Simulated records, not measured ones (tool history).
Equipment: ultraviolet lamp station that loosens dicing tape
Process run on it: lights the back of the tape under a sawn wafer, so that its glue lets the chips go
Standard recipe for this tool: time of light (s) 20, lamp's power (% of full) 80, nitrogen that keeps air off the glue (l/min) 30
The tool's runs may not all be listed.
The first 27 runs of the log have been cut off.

run	hour	time of light (s)	lamp's power (% of full)	nitrogen that keeps air off the glue (l/min)	force that peels the tape off (N)	light that reached the tape (mJ/cm²)
28	1769.7	18	69	41	1.625	386
29	1873.4	18	69	41	1.649	384
30	1956.3	18	69	41	1.654	380
31	2049.8	12	79	45	2.427	290
32	2143.2	12	79	45	2.412	289
33	2235.6	30	80	32	0.433	741
34	2316.4	11	67	30	3.922	229
35	2398.0	25	99	30	0.428	754
36	2502.2	33	79	26	0.407	811
37	2587.8	18	90	46	0.892	497
38	2690.9	18	90	46	0.868	502
39	2769.2	21	65	30	1.643	419
40	2848.5	13	68	19	3.718	275
# hour 2898.7: window cleaned of glue's vapour
41	2923.6	13	68	19	3.908	271
42	3015.7	13	68	19	3.657	278
43	3093.8	13	68	19	3.702	273
44	3143.8	22	80	30	0.942	545

Alternative continuations, all from the tool just after run 44; predict every row:
A	3245.8	22	96	29	?	?
B	3245.8	22	64	29	?	?
C	3245.8	20	80	45	?	?

run	force that peels the tape off (N)	light that reached the tape (mJ/cm²)
A	0.651	645
B	1.595	430
C	0.955	491
Had the tool no hidden state, the same runs would have come out as:
run	force that peels the tape off (N)	light that reached the tape (mJ/cm²)
A	0.646	647
B	1.587	432
C	0.949	492
